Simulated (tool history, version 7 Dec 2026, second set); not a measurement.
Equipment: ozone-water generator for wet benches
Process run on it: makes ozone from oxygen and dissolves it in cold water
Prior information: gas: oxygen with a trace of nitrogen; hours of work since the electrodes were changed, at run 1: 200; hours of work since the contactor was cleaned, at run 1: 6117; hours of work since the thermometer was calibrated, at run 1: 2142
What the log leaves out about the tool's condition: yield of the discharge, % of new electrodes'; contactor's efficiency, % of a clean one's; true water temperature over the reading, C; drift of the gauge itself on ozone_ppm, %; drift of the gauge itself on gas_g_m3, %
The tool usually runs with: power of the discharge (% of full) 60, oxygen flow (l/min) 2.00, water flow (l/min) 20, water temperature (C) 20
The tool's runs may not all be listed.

run,hour,power of the discharge (% of full),oxygen flow (l/min),water flow (l/min),water temperature (C),hours of work since the electrodes were changed,hours of work since the contactor was cleaned,hours of work since the thermometer was calibrated,dissolved ozone (ppm),ozone in the gas ahead of the water (g/m3)
1,0.0,60,2.00,20,20,200,6117,2142,9.3,197.7
2,32.0,60,2.00,20,20,230,6147,2171,9.3,198.4
3,65.0,60,2.00,20,20,260,6178,2202,9.1,196.4
4,92.3,60,2.00,20,20,286,6203,2227,9.3,197.4
5,131.9,60,2.00,20,20,322,6240,2264,9.4,196.4
6,177.7,60,2.00,20,20,365,6282,2307,9.2,195.7
7,206.2,60,2.00,20,20,391,6309,2333,9.3,197.4
8,234.4,60,2.00,17,20,418,6335,2359,11.1,195.8
9,261.1,60,1.29,20,20,442,6360,2384,8.0,246.4
10,308.0,60,1.72,20,20,486,6403,2428,8.9,210.2
11,336.0,60,1.72,20,20,512,6429,2454,8.9,210.3
12,388.3,60,1.72,20,20,561,6478,2502,9.0,208.3
13,417.7,60,1.06,20,20,588,6505,2530,7.5,263.7
14,469.1,60,2.00,20,20,636,6553,2577,9.1,195.5
15,511.6,60,2.00,13,20,675,6593,2617,14.9,192.8
16,572.2,60,1.28,20,20,731,6649,2673,7.9,240.8
17,617.4,60,2.00,20,20,773,6691,2715,9.4,194.4
# hour 645.9: water thermometer calibrated
18,672.1,60,2.00,20,20,824,6741,24,9.1,194.8
19,714.2,90,3.32,20,20,863,6780,63,13.4,202.0
20,741.2,60,2.00,14,19,888,6805,89,13.8,194.3
21,793.3,54,2.00,21,19,936,6854,137,8.0,180.6
22,841.3,40,2.00,21,19,981,6898,181,6.8,146.9
23,883.5,40,2.00,21,19,1020,6938,221,6.6,147.7
24,921.3,41,2.39,24,20,1055,6973,256,6.1,137.4
25,968.0,61,2.92,20,14,1099,7016,299,10.8,165.3
26,1020.1,51,2.46,22,17,1147,7064,348,8.2,157.2
27,1080.5,51,2.46,22,17,1203,7120,404,8.2,155.2
28,1120.9,51,2.46,22,17,1241,7158,441,8.0,155.9
29,1184.7,50,2.47,22,19,1300,7217,500,7.8,153.8
30,1227.7,74,2.57,28,14,1340,7257,540,8.0,196.6
31,1271.6,97,1.53,28,14,1381,7298,581,7.8,302.5
32,1306.6,97,1.89,19,22,1413,7331,614,13.3,273.3
33,1346.3,62,1.89,19,22,1450,7367,650,9.7,201.0

Results per run with the tool's hidden condition removed, run-to-run variation unchanged:
run,ozone in the gas ahead of the water (g/m3)
1,197.7
2,198.5
3,196.6
4,197.7
5,196.9
6,196.3
7,198.1
8,196.6
9,247.6
10,211.4
11,211.6
12,209.9
13,265.8
14,197.2
15,194.6
16,243.4
17,196.6
18,197.3
19,204.7
20,197.0
21,183.3
22,149.2
23,150.1
24,139.8
25,168.3
26,160.3
27,158.4
28,159.2
29,157.2
30,201.2
31,309.8
32,280.1
33,206.1
dissolved ozone (ppm) without the hidden state stays within 0.1 of what was measured, in all runs.
